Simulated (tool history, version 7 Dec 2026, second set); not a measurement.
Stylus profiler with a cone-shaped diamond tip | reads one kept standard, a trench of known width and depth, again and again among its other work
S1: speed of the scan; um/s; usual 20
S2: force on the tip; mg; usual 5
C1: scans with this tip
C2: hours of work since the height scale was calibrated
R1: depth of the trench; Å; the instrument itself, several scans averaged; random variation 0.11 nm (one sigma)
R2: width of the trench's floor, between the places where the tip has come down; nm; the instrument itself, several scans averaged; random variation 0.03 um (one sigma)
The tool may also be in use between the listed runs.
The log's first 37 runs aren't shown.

| run | hour | S1 | S2 | C1 | C2 | R1 | R2 |
|---|---|---|---|---|---|---|---|
| 38 | 421.4 | 7 | 7.21 | 5855 | 486 | 2058 | 48010 |
| 39 | 429.6 | 31 | 5 | 5915 | 491 | 2046.4 | 47910 |
| 40 | 443.1 | 71 | 9.3 | 6013 | 500 | 2069 | 47790 |
| 41 | 454.2 | 10 | 3.83 | 6094 | 506 | 2039.2 | 48020 |
| 42 | 461.8 | 10 | 9.02 | 6150 | 511 | 2068.3 | 47950 |
| 43 | 468.6 | 75 | 1.73 | 6200 | 515 | 2025.2 | 47470 |
| 44 | 481 | 14 | 2.52 | 6291 | 523 | 2030.4 | 47880 |
| 45 | 490.2 | 14 | 2.52 | 6358 | 528 | 2031.2 | 47920 |

Forecast each of these 5 alternatives for the next run:
| A | 504.3 | 24 | 4.19 | 6461 | 537 | ? | ? |
| B | 504.3 | 28 | 5 | 6461 | 537 | ? | ? |
| C | 504.3 | 14 | 7.52 | 6461 | 537 | ? | ? |
| D | 504.3 | 50 | 4.24 | 6461 | 537 | ? | ? |
| E | 504.3 | 14 | 3.88 | 6461 | 537 | ? | ? |

| run | R1 | R2 |
|---|---|---|
| A | 2042.2 | 47890 |
| B | 2046.4 | 47890 |
| C | 2060.4 | 47980 |
| D | 2043.9 | 47780 |
| E | 2040.7 | 47870 |
Without the tool's hidden state the same runs would have given:
| run | R1 | R2 |
|---|---|---|
| A | 2037.6 | 48170 |
| B | 2041.8 | 48170 |
| C | 2055.7 | 48250 |
| D | 2039.3 | 48050 |
| E | 2036.1 | 48140 |
